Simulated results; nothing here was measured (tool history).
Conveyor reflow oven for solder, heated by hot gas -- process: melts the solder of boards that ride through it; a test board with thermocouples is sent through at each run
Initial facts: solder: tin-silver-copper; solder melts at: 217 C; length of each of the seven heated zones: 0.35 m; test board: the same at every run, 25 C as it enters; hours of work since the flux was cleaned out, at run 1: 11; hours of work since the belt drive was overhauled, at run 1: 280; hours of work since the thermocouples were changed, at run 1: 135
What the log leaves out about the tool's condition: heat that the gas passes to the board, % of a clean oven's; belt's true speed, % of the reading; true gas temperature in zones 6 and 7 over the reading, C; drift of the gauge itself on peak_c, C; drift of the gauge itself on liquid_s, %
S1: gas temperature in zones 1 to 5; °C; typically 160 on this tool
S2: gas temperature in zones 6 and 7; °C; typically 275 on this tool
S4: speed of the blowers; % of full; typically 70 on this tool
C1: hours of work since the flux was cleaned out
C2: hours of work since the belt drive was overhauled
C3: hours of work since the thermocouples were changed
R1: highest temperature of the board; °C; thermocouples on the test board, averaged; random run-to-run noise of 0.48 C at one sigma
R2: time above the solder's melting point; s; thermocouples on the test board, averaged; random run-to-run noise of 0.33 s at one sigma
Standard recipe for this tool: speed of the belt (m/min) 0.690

{"run": 1, "hour": 0.0, "S1": 160, "S2": 275, "speed of the belt (m/min)": 0.69, "S4": 70, "C1": 11, "C2": 280, "C3": 135, "R1": 261.9, "R2": 48.3}
{"run": 2, "hour": 11.9, "S1": 160, "S2": 275, "speed of the belt (m/min)": 0.69, "S4": 70, "C1": 17, "C2": 287, "C3": 141, "R1": 261.6, "R2": 47.3}
{"run": 3, "hour": 20.4, "S1": 160, "S2": 275, "speed of the belt (m/min)": 0.69, "S4": 70, "C1": 22, "C2": 291, "C3": 146, "R1": 260.9, "R2": 48.5}
{"run": 4, "hour": 29.7, "S1": 160, "S2": 275, "speed of the belt (m/min)": 0.69, "S4": 70, "C1": 27, "C2": 296, "C3": 151, "R1": 260.2, "R2": 48.0}
{"run": 5, "hour": 42.4, "S1": 160, "S2": 275, "speed of the belt (m/min)": 0.639, "S4": 70, "C1": 34, "C2": 303, "C3": 158, "R1": 262.8, "R2": 53.4}
{"run": 6, "hour": 54.6, "S1": 160, "S2": 275, "speed of the belt (m/min)": 0.639, "S4": 70, "C1": 41, "C2": 310, "C3": 164, "R1": 263.3, "R2": 53.0}
{"run": 7, "hour": 61.5, "S1": 160, "S2": 275, "speed of the belt (m/min)": 0.69, "S4": 70, "C1": 45, "C2": 314, "C3": 168, "R1": 260.6, "R2": 47.6}
{"run": 8, "hour": 71.9, "S1": 160, "S2": 275, "speed of the belt (m/min)": 0.69, "S4": 70, "C1": 50, "C2": 319, "C3": 174, "R1": 261.2, "R2": 48.0}
{"run": 9, "hour": 82.8, "S1": 160, "S2": 267, "speed of the belt (m/min)": 0.69, "S4": 70, "C1": 56, "C2": 325, "C3": 180, "R1": 253.1, "R2": 43.8}
{"run": 10, "hour": 94.3, "S1": 160, "S2": 267, "speed of the belt (m/min)": 0.69, "S4": 70, "C1": 63, "C2": 332, "C3": 186, "R1": 254.0, "R2": 43.9}
{"hour": 99.4, "done": "belt drive overhauled, speed set with a stopwatch"}
{"run": 11, "hour": 106.2, "S1": 160, "S2": 267, "speed of the belt (m/min)": 0.69, "S4": 70, "C1": 67, "C2": 4, "C3": 191, "R1": 253.3, "R2": 43.6}
{"run": 12, "hour": 118.8, "S1": 160, "S2": 275, "speed of the belt (m/min)": 0.69, "S4": 67, "C1": 74, "C2": 11, "C3": 197, "R1": 260.8, "R2": 47.0}
{"run": 13, "hour": 124.7, "S1": 160, "S2": 275, "speed of the belt (m/min)": 0.69, "S4": 67, "C1": 77, "C2": 14, "C3": 201, "R1": 260.7, "R2": 47.9}
{"run": 14, "hour": 131.1, "S1": 163, "S2": 288, "speed of the belt (m/min)": 0.69, "S4": 71, "C1": 81, "C2": 17, "C3": 204, "R1": 273.7, "R2": 53.3}
{"hour": 140.2, "done": "belt drive overhauled, speed set with a stopwatch, once more"}
{"run": 15, "hour": 145.1, "S1": 159, "S2": 272, "speed of the belt (m/min)": 0.713, "S4": 75, "C1": 86, "C2": 3, "C3": 210, "R1": 256.9, "R2": 44.2}
{"run": 16, "hour": 157.7, "S1": 160, "S2": 275, "speed of the belt (m/min)": 0.766, "S4": 62, "C1": 93, "C2": 10, "C3": 217, "R1": 254.6, "R2": 38.6}
{"run": 17, "hour": 163.6, "S1": 167, "S2": 275, "speed of the belt (m/min)": 0.764, "S4": 69, "C1": 96, "C2": 13, "C3": 220, "R1": 257.1, "R2": 42.1}
{"run": 18, "hour": 173.9, "S1": 160, "S2": 273, "speed of the belt (m/min)": 0.69, "S4": 70, "C1": 102, "C2": 18, "C3": 225, "R1": 258.3, "R2": 46.7}
{"run": 19, "hour": 184.3, "S1": 160, "S2": 275, "speed of the belt (m/min)": 0.734, "S4": 70, "C1": 107, "C2": 24, "C3": 231, "R1": 257.9, "R2": 43.1}
{"run": 20, "hour": 195.4, "S1": 160, "S2": 271, "speed of the belt (m/min)": 0.734, "S4": 51, "C1": 114, "C2": 30, "C3": 237, "R1": 249.6, "R2": 37.7}
{"run": 21, "hour": 208.0, "S1": 155, "S2": 280, "speed of the belt (m/min)": 0.805, "S4": 85, "C1": 120, "C2": 37, "C3": 244, "R1": 261.4, "R2": 39.7}
{"run": 22, "hour": 214.8, "S1": 160, "S2": 275, "speed of the belt (m/min)": 0.773, "S4": 76, "C1": 124, "C2": 41, "C3": 248, "R1": 257.2, "R2": 41.1}
{"run": 23, "hour": 222.0, "S1": 160, "S2": 275, "speed of the belt (m/min)": 0.773, "S4": 76, "C1": 128, "C2": 45, "C3": 252, "R1": 258.1, "R2": 40.4}
{"run": 24, "hour": 228.8, "S1": 160, "S2": 275, "speed of the belt (m/min)": 0.773, "S4": 76, "C1": 132, "C2": 49, "C3": 256, "R1": 256.9, "R2": 41.2}
{"run": 25, "hour": 240.4, "S1": 160, "S2": 275, "speed of the belt (m/min)": 0.773, "S4": 76, "C1": 138, "C2": 55, "C3": 262, "R1": 257.6, "R2": 40.4}

Branching from run 25: 5 alternative next runs. What would each branch give?
{"run": "A", "hour": 246.9, "S1": 160, "S2": 269, "speed of the belt (m/min)": 0.773, "S4": 50, "C1": 142, "C2": 58, "C3": 265, "R1": "?", "R2": "?"}
{"run": "B", "hour": 246.9, "S1": 160, "S2": 272, "speed of the belt (m/min)": 0.773, "S4": 82, "C1": 142, "C2": 58, "C3": 265, "R1": "?", "R2": "?"}
{"run": "C", "hour": 246.9, "S1": 157, "S2": 275, "speed of the belt (m/min)": 0.773, "S4": 61, "C1": 142, "C2": 58, "C3": 265, "R1": "?", "R2": "?"}
{"run": "D", "hour": 246.9, "S1": 149, "S2": 275, "speed of the belt (m/min)": 0.773, "S4": 59, "C1": 142, "C2": 58, "C3": 265, "R1": "?", "R2": "?"}
{"run": "E", "hour": 246.9, "S1": 160, "S2": 275, "speed of the belt (m/min)": 0.687, "S4": 76, "C1": 142, "C2": 58, "C3": 265, "R1": "?", "R2": "?"}

run=A R1=245.5 R2=33.2
run=B R1=254.9 R2=39.7
run=C R1=253.2 R2=37.0
run=D R1=251.6 R2=34.5
run=E R1=261.4 R2=47.9
Without the tool's unlogged condition, the same runs would have read:
run=A R1=247.6 R2=34.6
run=B R1=257.3 R2=40.9
run=C R1=255.5 R2=38.2
run=D R1=253.9 R2=35.9
run=E R1=263.7 R2=48.9
